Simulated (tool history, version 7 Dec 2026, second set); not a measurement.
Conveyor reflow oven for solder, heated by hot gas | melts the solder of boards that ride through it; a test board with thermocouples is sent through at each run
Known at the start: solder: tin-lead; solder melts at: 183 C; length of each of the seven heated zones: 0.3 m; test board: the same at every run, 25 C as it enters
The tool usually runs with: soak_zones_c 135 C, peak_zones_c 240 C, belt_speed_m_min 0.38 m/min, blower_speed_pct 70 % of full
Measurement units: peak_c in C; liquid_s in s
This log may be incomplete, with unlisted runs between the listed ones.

run	day	soak_zones_c	peak_zones_c	belt_speed_m_min	blower_speed_pct	peak_c	liquid_s
1	0	135	240	0.38	70	226.2	78
2	0.25	135	240	0.38	70	225.7	77.7
3	0.604	135	240	0.38	70	226.3	78.2
4	0.829	149	240	0.38	70	227.8	85.6
# day 1.017: belt drive overhauled, speed set with a stopwatch
5	1.196	149	240	0.38	70	228.1	85.8
6	1.504	135	240	0.38	70	226.5	78.2
7	1.708	138	230	0.429	68	213.4	59
8	1.983	135	242	0.38	78	228.8	80.6
9	2.225	129	240	0.306	70	230.9	100.5
# day 2.721: belt drive overhauled, speed set with a stopwatch, once more
10	2.808	135	237	0.38	70	222.8	75.2
# day 3.242: flux residue cleaned out of gas plates and filters
11	3.308	135	229	0.375	55	215.2	69.9

Subtracting, for every run, the result it would have given without the tool's unlogged condition from the measured result gives the following. The same run-to-run variation enters both numbers; the gauge's scatter may not:
Hidden state present: heat that the gas passes to the board, % of a clean oven's; belt's true speed, % of the reading; true gas temperature in zones 6 and 7 over the reading, C; drift of the gauge itself on peak_c, C; drift of the gauge itself on liquid_s, %.
run	peak_c	liquid_s
1	-2.5	-2
2	-2.5	-2
3	-2.5	-2.1
4	-2.3	-1.4
5	-2.2	-1.4
6	-2.6	-2.2
7	-2.9	-3.3
8	-2.9	-2.1
9	-2.1	-1.9
10	-2.9	-2.8
11	-0.1	-0.1
